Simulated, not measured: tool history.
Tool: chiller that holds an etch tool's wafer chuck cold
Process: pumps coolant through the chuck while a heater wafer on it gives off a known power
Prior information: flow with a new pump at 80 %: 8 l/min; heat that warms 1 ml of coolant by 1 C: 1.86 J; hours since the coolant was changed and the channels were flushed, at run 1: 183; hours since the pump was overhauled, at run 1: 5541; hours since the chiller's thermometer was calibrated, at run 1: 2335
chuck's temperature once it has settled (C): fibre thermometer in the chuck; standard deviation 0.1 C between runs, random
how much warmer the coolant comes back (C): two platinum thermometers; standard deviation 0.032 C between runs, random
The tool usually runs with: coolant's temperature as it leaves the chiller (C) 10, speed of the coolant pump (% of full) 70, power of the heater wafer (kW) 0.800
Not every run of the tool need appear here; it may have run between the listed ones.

run    hour  coolant's temperature as it leaves the chiller (C)  speed of the coolant pump (% of full)  power of the heater wafer (kW)  hours since the coolant was changed and the channels were flushed  hours since the pump was overhauled  hours since the chiller's thermometer was calibrated  chuck's temperature once it has settled (C)  how much warmer the coolant comes back (C)
  1     0.0                                                  10                                     70                           0.800                                                                183                                 5541                                                  2335                                         22.4                                        4.83
  2    92.5                                                  10                                     70                           0.800                                                                275                                 5633                                                  2428                                         22.6                                        4.81
  3   245.0                                                  10                                     70                           0.800                                                                428                                 5786                                                  2580                                         22.7                                        4.82
  4   322.9                                                   7                                     70                           0.800                                                                506                                 5864                                                  2658                                         19.6                                        4.86
  5   414.4                                                   7                                     70                           0.800                                                                597                                 5955                                                  2750                                         19.8                                        4.95
  6   513.0                                                   7                                     70                           0.800                                                                696                                 6054                                                  2848                                         19.9                                        5.00
      523.9  -- chiller's thermometer calibrated
  7   670.8                                                   7                                     70                           0.800                                                                853                                 6211                                                   147                                         20.0                                        4.93
  8   750.6                                                   7                                     70                           0.800                                                                933                                 6291                                                   227                                         20.1                                        4.99
  9   872.7                                                  10                                     70                           0.993                                                               1055                                 6413                                                   349                                         26.6                                        6.18
      990.9  -- chiller's thermometer calibrated, once more
 10  1032.6                                                   6                                     90                           0.489                                                               1214                                 6572                                                    42                                         12.6                                        2.42
 11  1183.5                                                   6                                     96                           0.552                                                               1364                                 6722                                                   193                                         13.3                                        2.52
 12  1305.7                                                   6                                     96                           0.552                                                               1487                                 6845                                                   315                                         13.3                                        2.61
 13  1456.1                                                   6                                     96                           0.552                                                               1637                                 6995                                                   465                                         13.4                                        2.58
     1484.7  -- coolant pump overhauled
 14  1624.4                                                   6                                     84                           0.800                                                               1800                                  140                                                   629                                         14.9                                        3.08
 15  1718.1                                                  10                                     88                           0.465                                                               1894                                  233                                                   722                                         15.0                                        1.72
 16  1809.9                                                   1                                     70                           0.601                                                               1986                                  325                                                   814                                          9.1                                        2.82
 17  1962.3                                                  16                                     66                           1.013                                                               2138                                  478                                                   966                                         30.7                                        5.10
 18  2037.0                                                  10                                     70                           0.405                                                               2213                                  552                                                  1041                                         15.7                                        1.88

What if the next run were any one of these 3? Each begins from the tool's condition after run 18:
  A  2195.5                                                   5                                     97                           1.145                                                               2371                                  711                                                  1200                                            ?                                           ?
  B  2195.5                                                  10                                     82                           0.800                                                               2371                                  711                                                  1200                                            ?                                           ?
  C  2195.5                                                  10                                     79                           0.455                                                               2371                                  711                                                  1200                                            ?                                           ?

run  chuck's temperature once it has settled (C)  how much warmer the coolant comes back (C)
  A                                         16.9                                        3.94
  B                                         19.8                                        3.27
  C                                         15.5                                        1.90
The same runs, with their run-to-run variation unchanged, on a tool lacking any hidden condition would have given:
run  chuck's temperature once it has settled (C)  how much warmer the coolant comes back (C)
  A                                         15.5                                        3.82
  B                                         18.7                                        3.17
  C                                         14.9                                        1.85
